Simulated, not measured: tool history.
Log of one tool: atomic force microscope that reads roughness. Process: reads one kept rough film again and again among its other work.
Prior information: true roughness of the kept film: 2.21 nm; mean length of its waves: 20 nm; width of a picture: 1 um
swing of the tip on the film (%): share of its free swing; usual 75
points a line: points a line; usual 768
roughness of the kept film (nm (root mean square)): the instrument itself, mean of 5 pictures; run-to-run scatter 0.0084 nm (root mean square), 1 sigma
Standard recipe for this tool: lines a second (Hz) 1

run	hour	lines a second (Hz)	swing of the tip on the film (%)	points a line	roughness of the kept film (nm (root mean square))
1	0	1	75	768	1.618
2	18.6	1	75	649	1.524
3	32.1	1	75	649	1.442
4	43.3	1	75	649	1.387
5	59.2	1	75	649	1.307
# hour 75.5: new tip fitted
6	79.8	1	75	649	1.809
7	100.6	1	75	649	1.66
8	108.9	1	75	649	1.607
9	127.9	1	75	649	1.5
10	137	1	75	649	1.445
11	146.2	1	75	735	1.404
12	156.1	1	75	768	1.366
13	172.9	1	75	768	1.291
# hour 179.5: new tip fitted
14	191.1	0.57	57	649	1.801
15	209.2	2.05	85	768	1.549
16	225	2.16	87	877	1.455
17	237.6	2.16	87	877	1.376
18	251.4	2.16	87	877	1.318
19	271.7	2.41	65	515	1.308
# hour 282.8: new tip fitted
20	290	2.41	65	515	1.769
21	300.8	2.41	65	515	1.684
22	314.4	2.41	65	515	1.601

Run 23 is up next; what results do you expect?
23	331.6	2.58	84	768	?

Run 23 produced roughness of the kept film (nm (root mean square)) 1.426.
Were there no unlogged condition in the tool, this run, its random variation unchanged, would have produced roughness of the kept film (nm (root mean square)) 1.729.
